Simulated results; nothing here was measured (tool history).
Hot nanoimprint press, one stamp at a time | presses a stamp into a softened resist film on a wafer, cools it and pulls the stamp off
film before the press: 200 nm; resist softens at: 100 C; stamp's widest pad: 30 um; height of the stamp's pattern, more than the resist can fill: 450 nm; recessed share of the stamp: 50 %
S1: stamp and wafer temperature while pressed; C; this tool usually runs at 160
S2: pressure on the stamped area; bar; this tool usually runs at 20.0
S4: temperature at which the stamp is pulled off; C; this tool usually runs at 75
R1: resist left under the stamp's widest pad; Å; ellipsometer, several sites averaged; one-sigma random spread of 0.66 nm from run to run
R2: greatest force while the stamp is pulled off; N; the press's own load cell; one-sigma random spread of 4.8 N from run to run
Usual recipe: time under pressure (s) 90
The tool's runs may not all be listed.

run 1 day=0.000 | S1=160 S2=20.0 time_under_pressure_(s)=90 S4=75 | R1=752 R2=268
run 2 day=0.675 | S1=160 S2=20.0 time_under_pressure_(s)=90 S4=75 | R1=741 R2=260
run 3 day=1.317 | S1=160 S2=20.0 time_under_pressure_(s)=90 S4=74 | R1=762 R2=259
-- day=1.512 plate thermocouple calibrated
-- day=1.912 press's hydraulic seals changed and the load cell set to zero
run 4 day=2.317 | S1=160 S2=20.0 time_under_pressure_(s)=90 S4=74 | R1=761 R2=274
run 5 day=3.104 | S1=160 S2=20.0 time_under_pressure_(s)=90 S4=75 | R1=763 R2=269
run 6 day=3.929 | S1=160 S2=20.0 time_under_pressure_(s)=90 S4=75 | R1=763 R2=267
run 7 day=4.729 | S1=151 S2=18.3 time_under_pressure_(s)=90 S4=75 | R1=1236 R2=277
run 8 day=5.542 | S1=151 S2=18.3 time_under_pressure_(s)=90 S4=75 | R1=1231 R2=273
-- day=5.767 plate thermocouple calibrated, once more
-- day=6.142 stamp cleaned and given a new release coat
run 9 day=6.288 | S1=151 S2=18.3 time_under_pressure_(s)=90 S4=75 | R1=1182 R2=233
run 10 day=7.088 | S1=154 S2=20.0 time_under_pressure_(s)=126 S4=75 | R1=866 R2=231
run 11 day=7.500 | S1=154 S2=20.0 time_under_pressure_(s)=126 S4=75 | R1=867 R2=244

4 ways to go on from here, each from the tool as it stands after run 11. What would each give?
run A day=7.917 | S1=165 S2=18.0 time_under_pressure_(s)=126 S4=75 | R1=? R2=?
run B day=7.917 | S1=154 S2=20.0 time_under_pressure_(s)=53 S4=75 | R1=? R2=?
run C day=7.917 | S1=171 S2=29.8 time_under_pressure_(s)=139 S4=75 | R1=? R2=?
run D day=7.917 | S1=153 S2=29.1 time_under_pressure_(s)=114 S4=75 | R1=? R2=?

run=A R1=528 R2=245
run=B R1=1184 R2=236
run=C R1=280 R2=238
run=D R1=806 R2=237
With the hidden condition removed and each run's random variation left untouched, the same runs would have given:
run=A R1=525 R2=241
run=B R1=1178 R2=232
run=C R1=278 R2=234
run=D R1=800 R2=232

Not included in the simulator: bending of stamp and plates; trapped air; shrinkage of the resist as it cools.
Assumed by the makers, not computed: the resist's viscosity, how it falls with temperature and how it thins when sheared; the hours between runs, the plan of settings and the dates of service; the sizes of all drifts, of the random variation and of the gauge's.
